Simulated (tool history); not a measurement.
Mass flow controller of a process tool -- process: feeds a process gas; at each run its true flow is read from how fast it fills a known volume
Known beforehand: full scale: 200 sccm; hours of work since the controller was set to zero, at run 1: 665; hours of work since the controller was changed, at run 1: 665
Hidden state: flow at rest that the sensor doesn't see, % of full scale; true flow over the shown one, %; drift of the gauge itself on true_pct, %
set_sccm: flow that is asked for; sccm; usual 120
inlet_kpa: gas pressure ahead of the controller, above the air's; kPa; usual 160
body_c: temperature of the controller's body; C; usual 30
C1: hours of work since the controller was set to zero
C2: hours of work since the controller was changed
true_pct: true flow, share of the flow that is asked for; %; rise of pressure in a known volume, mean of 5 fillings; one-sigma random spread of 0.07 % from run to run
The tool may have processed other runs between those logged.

Run 1, day 0.000: usual settings; C1 665; C2 665. Result: true_pct 99.03 %.
Run 2, day 4.375: usual settings but inlet_kpa 274 kPa; C1 713; C2 713. Result: true_pct 98.13 %.
Run 3, day 9.300: usual settings; C1 766; C2 766. Result: true_pct 99.01 %.
Run 4, day 14.062: usual settings; C1 818; C2 818. Result: true_pct 98.99 %.
Run 5, day 17.029: usual settings; C1 850; C2 850. Result: true_pct 98.97 %.
Run 6, day 19.604: usual settings; C1 878; C2 878. Result: true_pct 98.96 %.
Run 7, day 21.946: usual settings; C1 903; C2 903. Result: true_pct 98.91 %.
Run 8, day 26.071: usual settings; C1 948; C2 948. Result: true_pct 99.02 %.
Run 9, day 28.175: usual settings; C1 971; C2 971. Result: true_pct 98.76 %.
Run 10, day 30.771: usual settings; C1 999; C2 999. Result: true_pct 98.82 %.
Run 11, day 33.971: usual settings; C1 1034; C2 1034. Result: true_pct 99.04 %.
Run 12, day 36.721: usual settings but body_c 40 C; C1 1064; C2 1064. Result: true_pct 98.54 %.
Run 13, day 41.679: usual settings but body_c 40 C; C1 1117; C2 1117. Result: true_pct 98.72 %.
Run 14, day 45.850: usual settings but inlet_kpa 225 kPa; C1 1163; C2 1163. Result: true_pct 98.55 %.
Run 15, day 50.012: usual settings but inlet_kpa 272 kPa, body_c 34 C; C1 1208; C2 1208. Result: true_pct 97.93 %.

Predict the results of run 16:
Run 16, day 52.283: usual settings but inlet_kpa 238 kPa; C1 1232; C2 1232. Result: true_pct ?.

true_pct: 98.44 %
With no hidden state in the tool, this same run would have given true_pct 98.52 %.

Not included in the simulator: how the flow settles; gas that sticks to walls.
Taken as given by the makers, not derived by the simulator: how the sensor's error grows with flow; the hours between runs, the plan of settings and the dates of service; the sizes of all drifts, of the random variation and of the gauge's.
